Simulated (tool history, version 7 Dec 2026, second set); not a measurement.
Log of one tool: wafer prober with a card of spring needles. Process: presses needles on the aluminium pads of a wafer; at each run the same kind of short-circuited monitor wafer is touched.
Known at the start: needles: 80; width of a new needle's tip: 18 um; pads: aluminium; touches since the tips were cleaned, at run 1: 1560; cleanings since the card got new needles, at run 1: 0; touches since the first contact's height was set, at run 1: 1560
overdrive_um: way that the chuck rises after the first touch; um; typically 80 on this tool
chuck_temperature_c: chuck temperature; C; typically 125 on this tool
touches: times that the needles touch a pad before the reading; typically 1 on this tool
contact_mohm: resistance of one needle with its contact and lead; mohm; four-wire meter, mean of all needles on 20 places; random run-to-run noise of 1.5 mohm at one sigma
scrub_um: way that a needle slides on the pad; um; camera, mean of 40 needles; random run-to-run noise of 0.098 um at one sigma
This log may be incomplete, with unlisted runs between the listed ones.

| run | hour | overdrive_um | chuck_temperature_c | touches | touches since the tips were cleaned | cleanings since the card got new needles | touches since the first contact's height was set | contact_mohm | scrub_um |
|---|---|---|---|---|---|---|---|---|---|
| 1 | 0 | 80 | 125 | 1 | 1560 | 0 | 1560 | 187 | 10.61 |
|  | 1.1 | tips cleaned on abrasive film |
|  | 6.2 | tips cleaned on abrasive film |
|  | 11.3 | tips cleaned on abrasive film |
|  | 16.3 | tips cleaned on abrasive film |
|  | 20.4 | tips cleaned on abrasive film |
|  | 25.5 | tips cleaned on abrasive film |
|  | 30.6 | tips cleaned on abrasive film |
|  | 34.7 | tips cleaned on abrasive film |
|  | 39.7 | tips cleaned on abrasive film |
| 2 | 41.7 | 80 | 125 | 1 | 904 | 9 | 20453 | 177 | 10.33 |
|  | 44.8 | tips cleaned on abrasive film |
|  | 48.9 | tips cleaned on abrasive film |
|  | 53.9 | tips cleaned on abrasive film |
|  | 59 | tips cleaned on abrasive film |
|  | 64.1 | tips cleaned on abrasive film |
|  | 69.2 | tips cleaned on abrasive film |
|  | 73.3 | tips cleaned on abrasive film |
|  | 78.4 | tips cleaned on abrasive film |
|  | 83.4 | tips cleaned on abrasive film |
|  | 88.5 | tips cleaned on abrasive film |
|  | 93.6 | tips cleaned on abrasive film |
|  | 98.7 | tips cleaned on abrasive film |
|  | 103.8 | tips cleaned on abrasive film |
| 3 | 103.8 | 80 | 125 | 1 | 31 | 22 | 48621 | 149 | 10.34 |
|  | 107.9 | tips cleaned on abrasive film |
|  | 112 | tips cleaned on abrasive film |
|  | 117.1 | tips cleaned on abrasive film |
|  | 122.2 | tips cleaned on abrasive film |
|  | 127.2 | tips cleaned on abrasive film |
|  | 131.3 | tips cleaned on abrasive film |
|  | 136.4 | tips cleaned on abrasive film |
|  | 141.5 | tips cleaned on abrasive film |
|  | 146.6 | tips cleaned on abrasive film |
|  | 151.6 | tips cleaned on abrasive film |
|  | 156.7 | tips cleaned on abrasive film |
|  | 161.8 | tips cleaned on abrasive film |
|  | 166.9 | tips cleaned on abrasive film |
|  | 172 | tips cleaned on abrasive film |
|  | 176 | tips cleaned on abrasive film |
|  | 181.1 | tips cleaned on abrasive film |
|  | 182.4 | height of the first contact set anew |
|  | 186.5 | tips cleaned on abrasive film |
|  | 191.1 | tips cleaned on abrasive film |
| 4 | 191.1 | 80 | 125 | 1 | 0 | 40 | 3908 | 143 | 10.65 |
|  | 195.1 | tips cleaned on abrasive film |
|  | 200.2 | tips cleaned on abrasive film |
|  | 205.3 | tips cleaned on abrasive film |
|  | 210.4 | tips cleaned on abrasive film |
|  | 215.5 | tips cleaned on abrasive film |
|  | 220.5 | tips cleaned on abrasive film |
|  | 225.6 | tips cleaned on abrasive film |
|  | 230.7 | tips cleaned on abrasive film |
|  | 235.8 | tips cleaned on abrasive film |
|  | 240.9 | tips cleaned on abrasive film |
|  | 245.9 | tips cleaned on abrasive film |
| 5 | 248.4 | 80 | 125 | 1 | 1143 | 51 | 29961 | 190 | 10.45 |
|  | 250.5 | tips cleaned on abrasive film |
|  | 255.6 | tips cleaned on abrasive film |
|  | 260.7 | tips cleaned on abrasive film |
|  | 265.8 | tips cleaned on abrasive film |
|  | 270.8 | tips cleaned on abrasive film |
|  | 274.9 | tips cleaned on abrasive film |
|  | 280 | tips cleaned on abrasive film |
|  | 285.1 | tips cleaned on abrasive film |
|  | 290.2 | tips cleaned on abrasive film |
| 6 | 293.7 | 80 | 125 | 1 | 1651 | 60 | 50526 | 209 | 10.29 |
|  | 294.8 | tips cleaned on abrasive film |
|  | 299.9 | tips cleaned on abrasive film |
|  | 305 | tips cleaned on abrasive film |
|  | 310.1 | tips cleaned on abrasive film |
|  | 315.1 | tips cleaned on abrasive film |
|  | 320.2 | tips cleaned on abrasive film |
|  | 325.3 | tips cleaned on abrasive film |
|  | 330.4 | tips cleaned on abrasive film |
|  | 335.5 | tips cleaned on abrasive film |
|  | 339.5 | tips cleaned on abrasive film |
|  | 344.6 | tips cleaned on abrasive film |
|  | 349.7 | tips cleaned on abrasive film |
|  | 353.8 | tips cleaned on abrasive film |
|  | 358.9 | tips cleaned on abrasive film |
|  | 364 | tips cleaned on abrasive film |
|  | 368.2 | height of the first contact set anew |
|  | 369.3 | tips cleaned on abrasive film |
|  | 373.4 | tips cleaned on abrasive film |
| 7 | 376.5 | 80 | 125 | 1 | 1434 | 77 | 3741 | 203 | 10.35 |
|  | 377.6 | tips cleaned on abrasive film |
|  | 382.7 | tips cleaned on abrasive film |
|  | 387.8 | tips cleaned on abrasive film |
|  | 392.8 | tips cleaned on abrasive film |
|  | 397.9 | tips cleaned on abrasive film |
|  | 402 | tips cleaned on abrasive film |
|  | 407.1 | tips cleaned on abrasive film |
|  | 412.2 | tips cleaned on abrasive film |
|  | 417.3 | tips cleaned on abrasive film |
|  | 422.3 | tips cleaned on abrasive film |
|  | 427.4 | tips cleaned on abrasive film |
| 8 | 429.2 | 80 | 125 | 1 | 835 | 88 | 27639 | 192 | 10.23 |
|  | 432.3 | tips cleaned on abrasive film |
|  | 437.4 | tips cleaned on abrasive film |
|  | 442.5 | tips cleaned on abrasive film |
|  | 447.5 | tips cleaned on abrasive film |
|  | 452.6 | tips cleaned on abrasive film |
|  | 457.7 | tips cleaned on abrasive film |
|  | 462.8 | tips cleaned on abrasive film |
|  | 467.9 | tips cleaned on abrasive film |
|  | 472.9 | tips cleaned on abrasive film |
|  | 477 | tips cleaned on abrasive film |
|  | 482.1 | tips cleaned on abrasive film |
|  | 486.2 | tips cleaned on abrasive film |
|  | 491.1 | tips cleaned on abrasive film |
| 9 | 491.1 | 94 | 52 | 1 | 0 | 101 | 55675 | 130 | 11.88 |
|  | 495.1 | tips cleaned on abrasive film |
|  | 500.2 | tips cleaned on abrasive film |
|  | 505.3 | tips cleaned on abrasive film |
|  | 510.4 | tips cleaned on abrasive film |
|  | 515.5 | tips cleaned on abrasive film |
|  | 520.5 | tips cleaned on abrasive film |
|  | 525.6 | tips cleaned on abrasive film |
|  | 530.7 | tips cleaned on abrasive film |
|  | 535.8 | tips cleaned on abrasive film |
|  | 540.9 | tips cleaned on abrasive film |
|  | 545.9 | tips cleaned on abrasive film |
|  | 551 | tips cleaned on abrasive film |
|  | 554.3 | height of the first contact set anew |
|  | 556.4 | tips cleaned on abrasive film |
|  | 560.5 | tips cleaned on abrasive film |
| 10 | 564.4 | 94 | 52 | 1 | 1835 | 115 | 4603 | 197 | 12.29 |
|  | 565.5 | tips cleaned on abrasive film |
|  | 569.6 | tips cleaned on abrasive film |
|  | 574.7 | tips cleaned on abrasive film |
|  | 578.8 | tips cleaned on abrasive film |
|  | 583.9 | tips cleaned on abrasive film |
|  | 588.9 | tips cleaned on abrasive film |
|  | 593 | tips cleaned on abrasive film |
|  | 598.1 | tips cleaned on abrasive film |
|  | 603.2 | tips cleaned on abrasive film |
|  | 608.3 | tips cleaned on abrasive film |
|  | 612.4 | tips cleaned on abrasive film |
|  | 617.4 | tips cleaned on abrasive film |
|  | 621.5 | tips cleaned on abrasive film |
|  | 626.6 | tips cleaned on abrasive film |
|  | 630.7 | tips cleaned on abrasive film |
|  | 635.8 | tips cleaned on abrasive film |
|  | 640.2 | tips cleaned on abrasive film |
| 11 | 640.2 | 70 | 93 | 1 | 0 | 132 | 38897 | 150 | 8.85 |
|  | 645.3 | tips cleaned on abrasive film |
|  | 649.4 | tips cleaned on abrasive film |
|  | 654.4 | tips cleaned on abrasive film |
|  | 659.5 | tips cleaned on abrasive film |
|  | 664.6 | tips cleaned on abrasive film |
|  | 669.7 | tips cleaned on abrasive film |
|  | 674.8 | tips cleaned on abrasive film |
|  | 679.8 | tips cleaned on abrasive film |
|  | 684.9 | tips cleaned on abrasive film |
|  | 690 | tips cleaned on abrasive film |
|  | 695.1 | tips cleaned on abrasive film |
|  | 699.2 | tips cleaned on abrasive film |
|  | 704.2 | tips cleaned on abrasive film |
|  | 709.3 | tips cleaned on abrasive film |
|  | 714.4 | tips cleaned on abrasive film |
|  | 719.5 | tips cleaned on abrasive film |
|  | 724.6 | tips cleaned on abrasive film |
|  | 728.6 | tips cleaned on abrasive film |
|  | 733.2 | tips cleaned on abrasive film |
| 12 | 733.2 | 94 | 29 | 2 | 0 | 151 | 81073 | 131 | 11.99 |
|  | 737.3 | tips cleaned on abrasive film |
|  | 740.5 | height of the first contact set anew |
|  | 742.6 | tips cleaned on abrasive film |
|  | 747.7 | tips cleaned on abrasive film |
|  | 752.8 | tips cleaned on abrasive film |
|  | 757.9 | tips cleaned on abrasive film |
|  | 762 | tips cleaned on abrasive film |
|  | 767 | tips cleaned on abrasive film |
|  | 772.1 | tips cleaned on abrasive film |
|  | 777.2 | tips cleaned on abrasive film |
|  | 782.3 | tips cleaned on abrasive film |
|  | 787.4 | tips cleaned on abrasive film |
|  | 792.4 | tips cleaned on abrasive film |
|  | 797.5 | tips cleaned on abrasive film |
| 13 | 798.2 | 94 | 29 | 2 | 330 | 164 | 26162 | 140 | 12.04 |
|  | 802.3 | tips cleaned on abrasive film |
|  | 806.4 | tips cleaned on abrasive film |
|  | 811.5 | tips cleaned on abrasive film |
|  | 816.6 | tips cleaned on abrasive film |
|  | 821.6 | tips cleaned on abrasive film |
|  | 826.7 | tips cleaned on abrasive film |
|  | 831.8 | tips cleaned on abrasive film |
|  | 836.9 | tips cleaned on abrasive film |
|  | 842 | tips cleaned on abrasive film |
|  | 846.5 | tips cleaned on abrasive film |
| 14 | 846.5 | 99 | 125 | 2 | 0 | 174 | 48043 | 142 | 12.79 |
|  | 851.6 | tips cleaned on abrasive film |
|  | 856.6 | tips cleaned on abrasive film |
|  | 860.7 | tips cleaned on abrasive film |
|  | 865.8 | tips cleaned on abrasive film |
|  | 870.9 | tips cleaned on abrasive film |
|  | 876 | tips cleaned on abrasive film |
|  | 881 | tips cleaned on abrasive film |
|  | 886.1 | tips cleaned on abrasive film |
|  | 891.2 | tips cleaned on abrasive film |
|  | 896.3 | tips cleaned on abrasive film |
| 15 | 897.3 | 99 | 125 | 2 | 475 | 184 | 71121 | 157 | 12.45 |
|  | 901.4 | tips cleaned on abrasive film |
|  | 906.4 | tips cleaned on abrasive film |
|  | 911.5 | tips cleaned on abrasive film |
|  | 916.6 | tips cleaned on abrasive film |
|  | 921.7 | tips cleaned on abrasive film |
|  | 926 | height of the first contact set anew |
|  | 927.1 | tips cleaned on abrasive film |
|  | 932.1 | tips cleaned on abrasive film |
|  | 937.2 | tips cleaned on abrasive film |
|  | 942.3 | tips cleaned on abrasive film |
|  | 947.4 | tips cleaned on abrasive film |
|  | 952.5 | tips cleaned on abrasive film |
|  | 957.5 | tips cleaned on abrasive film |
|  | 961.6 | tips cleaned on abrasive film |
|  | 966.7 | tips cleaned on abrasive film |
|  | 971.8 | tips cleaned on abrasive film |
|  | 976.9 | tips cleaned on abrasive film |
|  | 980.9 | tips cleaned on abrasive film |
|  | 986 | tips cleaned on abrasive film |
|  | 991.1 | tips cleaned on abrasive film |
|  | 995.2 | tips cleaned on abrasive film |
| 16 | 996.2 | 99 | 125 | 2 | 480 | 204 | 31847 | 157 | 12.77 |

3 ways to go on from here, each from the tool as it stands after run 16. What would each give?
|  | 999.3 | tips cleaned on abrasive film |
|  | 1003.4 | tips cleaned on abrasive film |
|  | 1008.5 | tips cleaned on abrasive film |
|  | 1013.6 | tips cleaned on abrasive film |
|  | 1018.6 | tips cleaned on abrasive film |
|  | 1023.7 | tips cleaned on abrasive film |
|  | 1028.8 | tips cleaned on abrasive film |
|  | 1033.9 | tips cleaned on abrasive film |
|  | 1039 | tips cleaned on abrasive film |
|  | 1044 | tips cleaned on abrasive film |
|  | 1048.1 | tips cleaned on abrasive film |
| A | 1048.7 | 62 | 125 | 3 | 247 | 215 | 55617 | ? | ? |
|  | 999.3 | tips cleaned on abrasive film |
|  | 1003.4 | tips cleaned on abrasive film |
|  | 1008.5 | tips cleaned on abrasive film |
|  | 1013.6 | tips cleaned on abrasive film |
|  | 1018.6 | tips cleaned on abrasive film |
|  | 1023.7 | tips cleaned on abrasive film |
|  | 1028.8 | tips cleaned on abrasive film |
|  | 1033.9 | tips cleaned on abrasive film |
|  | 1039 | tips cleaned on abrasive film |
|  | 1044 | tips cleaned on abrasive film |
|  | 1048.1 | tips cleaned on abrasive film |
| B | 1048.7 | 80 | 44 | 2 | 247 | 215 | 55617 | ? | ? |
|  | 999.3 | tips cleaned on abrasive film |
|  | 1003.4 | tips cleaned on abrasive film |
|  | 1008.5 | tips cleaned on abrasive film |
|  | 1013.6 | tips cleaned on abrasive film |
|  | 1018.6 | tips cleaned on abrasive film |
|  | 1023.7 | tips cleaned on abrasive film |
|  | 1028.8 | tips cleaned on abrasive film |
|  | 1033.9 | tips cleaned on abrasive film |
|  | 1039 | tips cleaned on abrasive film |
|  | 1044 | tips cleaned on abrasive film |
|  | 1048.1 | tips cleaned on abrasive film |
| C | 1048.7 | 83 | 41 | 2 | 247 | 215 | 55617 | ? | ? |

| run | contact_mohm | scrub_um |
|---|---|---|
| A | 170 | 7.82 |
| B | 150 | 10.08 |
| C | 147 | 10.49 |
The same runs, with their run-to-run variation unchanged, on a tool lacking any hidden condition would have given:
| run | contact_mohm | scrub_um |
|---|---|---|
| A | 143 | 8.22 |
| B | 126 | 10.48 |
| C | 125 | 10.89 |
